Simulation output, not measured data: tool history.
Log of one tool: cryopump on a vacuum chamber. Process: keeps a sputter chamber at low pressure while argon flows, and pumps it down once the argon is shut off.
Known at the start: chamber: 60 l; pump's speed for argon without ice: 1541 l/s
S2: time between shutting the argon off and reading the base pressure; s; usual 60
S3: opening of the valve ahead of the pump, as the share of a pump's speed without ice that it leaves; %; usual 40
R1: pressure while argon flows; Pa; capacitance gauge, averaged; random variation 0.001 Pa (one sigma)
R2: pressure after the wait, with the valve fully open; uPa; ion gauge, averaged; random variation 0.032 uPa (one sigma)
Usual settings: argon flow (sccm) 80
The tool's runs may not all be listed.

run 1 day=0 | argon_flow_(sccm)=80 S2=60 S3=40 | R1=0.2283 R2=2.61
run 2 day=3.779 | argon_flow_(sccm)=41 S2=60 S3=40 | R1=0.1182 R2=2.62
run 3 day=6.158 | argon_flow_(sccm)=41 S2=60 S3=40 | R1=0.1175 R2=2.65
run 4 day=9.792 | argon_flow_(sccm)=41 S2=60 S3=40 | R1=0.1186 R2=2.73
run 5 day=13.292 | argon_flow_(sccm)=41 S2=60 S3=40 | R1=0.1193 R2=2.84
run 6 day=16.754 | argon_flow_(sccm)=80 S2=60 S3=40 | R1=0.2378 R2=2.88
run 7 day=18.596 | argon_flow_(sccm)=80 S2=60 S3=40 | R1=0.2388 R2=2.92
run 8 day=22.233 | argon_flow_(sccm)=80 S2=60 S3=40 | R1=0.2391 R2=2.95
-- day=22.946 pump warmed up, emptied and cooled again
run 9 day=25.875 | argon_flow_(sccm)=80 S2=60 S3=40 | R1=0.2225 R2=2.84
run 10 day=27.567 | argon_flow_(sccm)=80 S2=60 S3=40 | R1=0.2214 R2=2.89
run 11 day=29.996 | argon_flow_(sccm)=80 S2=60 S3=40 | R1=0.2258 R2=2.83
run 12 day=31.642 | argon_flow_(sccm)=80 S2=60 S3=40 | R1=0.2251 R2=2.87
run 13 day=35.146 | argon_flow_(sccm)=80 S2=60 S3=40 | R1=0.2256 R2=3.02
run 14 day=37.362 | argon_flow_(sccm)=144 S2=22 S3=46 | R1=0.3607 R2=5.44
-- day=39.117 leaking fittings of the chamber tightened, without venting
run 15 day=40.017 | argon_flow_(sccm)=144 S2=22 S3=46 | R1=0.3584 R2=4.29
run 16 day=42.338 | argon_flow_(sccm)=64 S2=28 S3=33 | R1=0.2207 R2=3.46
run 17 day=43.912 | argon_flow_(sccm)=131 S2=57 S3=23 | R1=0.6474 R2=1.78
run 18 day=46.754 | argon_flow_(sccm)=95 S2=28 S3=40 | R1=0.2751 R2=3.47
run 19 day=48.738 | argon_flow_(sccm)=80 S2=22 S3=40 | R1=0.2327 R2=4.29
run 20 day=51.125 | argon_flow_(sccm)=80 S2=22 S3=40 | R1=0.2335 R2=4.28
run 21 day=53.125 | argon_flow_(sccm)=80 S2=78 S3=22 | R1=0.4153 R2=1.52
run 22 day=56.771 | argon_flow_(sccm)=114 S2=60 S3=40 | R1=0.3384 R2=1.94
run 23 day=58.771 | argon_flow_(sccm)=59 S2=60 S3=40 | R1=0.1749 R2=1.96
-- day=61.462 pump warmed up, emptied and cooled again
run 24 day=62.754 | argon_flow_(sccm)=80 S2=41 S3=26 | R1=0.343 R2=2.59
run 25 day=66.271 | argon_flow_(sccm)=80 S2=41 S3=26 | R1=0.341 R2=2.6

Forecast each of these 3 alternatives for the next run:
run A day=68.458 | argon_flow_(sccm)=74 S2=272 S3=24 | R1=? R2=?
run B day=68.458 | argon_flow_(sccm)=80 S2=41 S3=54 | R1=? R2=?
run C day=68.458 | argon_flow_(sccm)=86 S2=60 S3=40 | R1=? R2=?

run=A R1=0.3465 R2=0.86
run=B R1=0.1685 R2=2.7
run=C R1=0.2421 R2=1.94
Without the tool's hidden state the same runs would have given:
run=A R1=0.3411 R2=0.49
run=B R1=0.1627 R2=2.33
run=C R1=0.2358 R2=1.59

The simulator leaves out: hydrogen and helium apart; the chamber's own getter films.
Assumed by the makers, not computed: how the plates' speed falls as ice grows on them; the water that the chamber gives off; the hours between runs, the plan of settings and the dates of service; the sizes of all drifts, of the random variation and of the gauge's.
